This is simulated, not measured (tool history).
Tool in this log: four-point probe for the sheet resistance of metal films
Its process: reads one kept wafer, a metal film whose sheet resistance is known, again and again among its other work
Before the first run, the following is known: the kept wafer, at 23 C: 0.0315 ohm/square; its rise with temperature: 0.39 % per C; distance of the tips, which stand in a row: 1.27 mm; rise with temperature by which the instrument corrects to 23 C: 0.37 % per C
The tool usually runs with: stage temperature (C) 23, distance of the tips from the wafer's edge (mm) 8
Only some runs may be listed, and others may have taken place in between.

run	hour	stage temperature (C)	distance of the tips from the wafer's edge (mm)	sheet resistance as the instrument gives it (ohm/square)
1	0	23	8	0.031799
2	21.7	23	8	0.031809
3	47.4	23	8	0.031813
4	64.1	23	8	0.031794
5	96.4	23	8	0.031814
6	130.8	23	8	0.031819
7	163.9	26	8	0.031832
# hour 192: stage's thermometer calibrated
8	203.7	26	8	0.031772
9	223	28	8	0.031792
10	253.8	28	8	0.031778
11	276.3	27	8	0.031788
12	312	23	35	0.031367
13	349.1	23	35	0.03136
14	369.7	23	35	0.031361
15	391.6	23	35	0.031366
16	418	23	35	0.03137
17	452.9	23	35	0.031378
18	481.1	26	22	0.031422
19	509.3	22	4	0.032965
20	539.9	23	61	0.031356
21	573.3	23	61	0.031371
22	591.3	29	3	0.034136
23	624.8	19	40	0.031353
24	645	23	7	0.03192
25	679.9	28	19	0.031472
26	708.9	32	36	0.031435
27	738.7	26	16	0.031492
28	763.9	26	16	0.031492
29	794.9	21	44	0.031385
30	823.3	21	44	0.031382
31	854.7	19	3	0.034113

Here are 5 independent what-if runs from the current tool condition. What would each one return?
A	893.5	23	30	?
B	893.5	31	4	?
C	893.5	30	17	?
D	893.5	26	8	?
E	893.5	23	31	?

run	sheet resistance as the instrument gives it (ohm/square)
A	0.031425
B	0.033035
C	0.031518
D	0.031816
E	0.03141
Stripped of hidden state, with their random variation kept, the same runs would have yielded:
run	sheet resistance as the instrument gives it (ohm/square)
A	0.031539
B	0.033154
C	0.031633
D	0.031931
E	0.031524

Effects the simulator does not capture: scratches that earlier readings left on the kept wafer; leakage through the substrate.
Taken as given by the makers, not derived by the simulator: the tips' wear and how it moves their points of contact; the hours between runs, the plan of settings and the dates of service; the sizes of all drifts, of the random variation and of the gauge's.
